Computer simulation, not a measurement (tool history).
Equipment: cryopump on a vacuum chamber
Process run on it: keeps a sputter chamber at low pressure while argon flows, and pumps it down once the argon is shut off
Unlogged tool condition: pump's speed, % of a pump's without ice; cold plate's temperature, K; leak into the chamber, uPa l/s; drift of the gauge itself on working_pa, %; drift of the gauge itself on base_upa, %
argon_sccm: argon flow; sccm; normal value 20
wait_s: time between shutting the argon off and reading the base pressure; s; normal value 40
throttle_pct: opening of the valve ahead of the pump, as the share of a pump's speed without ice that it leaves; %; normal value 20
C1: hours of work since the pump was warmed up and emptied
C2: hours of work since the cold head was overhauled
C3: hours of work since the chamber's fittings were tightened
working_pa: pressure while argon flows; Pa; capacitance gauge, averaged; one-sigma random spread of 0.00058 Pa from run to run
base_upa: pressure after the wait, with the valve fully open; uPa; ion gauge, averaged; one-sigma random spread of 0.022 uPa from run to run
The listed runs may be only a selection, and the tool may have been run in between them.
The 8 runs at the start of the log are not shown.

{"run": 9, "day": 3.583, "argon_sccm": 20, "wait_s": 40, "throttle_pct": 20, "C1": 296, "C2": 296, "C3": 186, "working_pa": 0.0774, "base_upa": 0.66}
{"run": 10, "day": 3.967, "argon_sccm": 20, "wait_s": 40, "throttle_pct": 20, "C1": 302, "C2": 302, "C3": 192, "working_pa": 0.0774, "base_upa": 0.71}
{"run": 11, "day": 4.617, "argon_sccm": 19, "wait_s": 40, "throttle_pct": 20, "C1": 312, "C2": 312, "C3": 202, "working_pa": 0.0727, "base_upa": 0.71}
{"run": 12, "day": 5.071, "argon_sccm": 19, "wait_s": 40, "throttle_pct": 20, "C1": 319, "C2": 319, "C3": 208, "working_pa": 0.0735, "base_upa": 0.69}
{"run": 13, "day": 5.396, "argon_sccm": 19, "wait_s": 40, "throttle_pct": 20, "C1": 324, "C2": 324, "C3": 213, "working_pa": 0.0731, "base_upa": 0.69}
{"run": 14, "day": 5.688, "argon_sccm": 19, "wait_s": 40, "throttle_pct": 20, "C1": 328, "C2": 328, "C3": 218, "working_pa": 0.0731, "base_upa": 0.65}
{"run": 15, "day": 6.104, "argon_sccm": 19, "wait_s": 40, "throttle_pct": 20, "C1": 335, "C2": 335, "C3": 224, "working_pa": 0.0734, "base_upa": 0.69}
{"run": 16, "day": 6.646, "argon_sccm": 19, "wait_s": 40, "throttle_pct": 20, "C1": 343, "C2": 343, "C3": 233, "working_pa": 0.0729, "base_upa": 0.66}
{"run": 17, "day": 7.158, "argon_sccm": 11, "wait_s": 40, "throttle_pct": 20, "C1": 351, "C2": 351, "C3": 240, "working_pa": 0.042, "base_upa": 0.7}
{"run": 18, "day": 7.758, "argon_sccm": 11, "wait_s": 40, "throttle_pct": 20, "C1": 360, "C2": 360, "C3": 250, "working_pa": 0.0423, "base_upa": 0.71}
{"run": 19, "day": 8.175, "argon_sccm": 26, "wait_s": 140, "throttle_pct": 45, "C1": 366, "C2": 366, "C3": 256, "working_pa": 0.0454, "base_upa": 0.33}
{"run": 20, "day": 8.65, "argon_sccm": 11, "wait_s": 116, "throttle_pct": 37, "C1": 374, "C2": 374, "C3": 263, "working_pa": 0.0233, "base_upa": 0.39}
{"run": 21, "day": 8.975, "argon_sccm": 11, "wait_s": 116, "throttle_pct": 37, "C1": 379, "C2": 379, "C3": 268, "working_pa": 0.0234, "base_upa": 0.37}
{"run": 22, "day": 9.383, "argon_sccm": 32, "wait_s": 116, "throttle_pct": 32, "C1": 385, "C2": 385, "C3": 275, "working_pa": 0.079, "base_upa": 0.31}

The next listed run, before its measurement:
{"run": 23, "day": 10.0, "argon_sccm": 20, "wait_s": 129, "throttle_pct": 20, "C1": 394, "C2": 394, "C3": 284, "working_pa": "?", "base_upa": "?"}

working_pa: 0.0771 Pa
base_upa: 0.38 uPa
Had the tool carried no hidden state, the very same run would have given working_pa 0.0757 Pa, base_upa 0.30 uPa.
